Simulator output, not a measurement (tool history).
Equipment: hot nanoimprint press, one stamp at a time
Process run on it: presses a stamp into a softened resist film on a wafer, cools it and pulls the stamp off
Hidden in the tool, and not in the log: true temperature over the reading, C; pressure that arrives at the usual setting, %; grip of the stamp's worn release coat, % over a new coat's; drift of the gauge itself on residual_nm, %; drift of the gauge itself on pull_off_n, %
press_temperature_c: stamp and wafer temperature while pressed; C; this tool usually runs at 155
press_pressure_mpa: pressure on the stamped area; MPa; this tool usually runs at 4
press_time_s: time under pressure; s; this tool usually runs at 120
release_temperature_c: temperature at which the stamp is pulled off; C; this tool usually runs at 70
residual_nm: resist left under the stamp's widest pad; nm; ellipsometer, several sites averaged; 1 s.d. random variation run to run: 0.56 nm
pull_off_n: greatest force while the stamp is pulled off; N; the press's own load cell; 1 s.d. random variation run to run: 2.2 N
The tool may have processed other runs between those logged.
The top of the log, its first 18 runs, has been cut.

run   hour  press_temperature_c  press_pressure_mpa  press_time_s  release_temperature_c  hours of work since the thermocouple was calibrated  imprints on the stamp's release coat  hours of work since the press's seals were changed  residual_nm  pull_off_n
 19  116.4                  146                3.61           110                     60                                                  122                                   696                                                 155        168.1         124
 20  121.2                  155                4.56           120                     67                                                  124                                   707                                                 157          106         122
 21  127.3                  163                3.54           198                     60                                                  127                                   720                                                 160           57         121
 22  133.2                  146                2.86           120                     61                                                  129                                   734                                                 163        172.7         127
 23  140.7                  146                2.86           120                     61                                                  133                                   751                                                 166        171.7         121
 24  144.6                  155                   4           149                     70                                                  134                                   759                                                 168        102.4         116
 25  151.3                  156                   4           203                     70                                                  137                                   774                                                 171         85.5         116
 26  156.8                  155                   4           120                     74                                                  140                                   787                                                 173          110         113
 27  162.1                  155                   4           120                     74                                                  142                                   799                                                 176        110.5         115
 28  171.2                  155                   4           120                     74                                                  147                                   819                                                 180        110.7         118
 29  180.1                  155                   4           120                     74                                                  151                                   839                                                 184        109.7         112
 30  186.2                  155                   4           120                     74                                                  154                                   853                                                 187        109.5         114

Branching from run 30: 3 alternative next runs. What would each branch give?
  A   191                  155                5.34           120                     74                                                  156                                   864                                                 189            ?           ?
  B   191                  155                2.52            76                     72                                                  156                                   864                                                 189            ?           ?
  C   191                  155                   4            67                     74                                                  156                                   864                                                 189            ?           ?

run  residual_nm  pull_off_n
  A         99.6         112
  B        143.2         112
  C        131.3         110
With the hidden condition removed and each run's random variation left untouched, the same runs would have given:
run  residual_nm  pull_off_n
  A        101.8         112
  B        146.4         112
  C        134.3         109
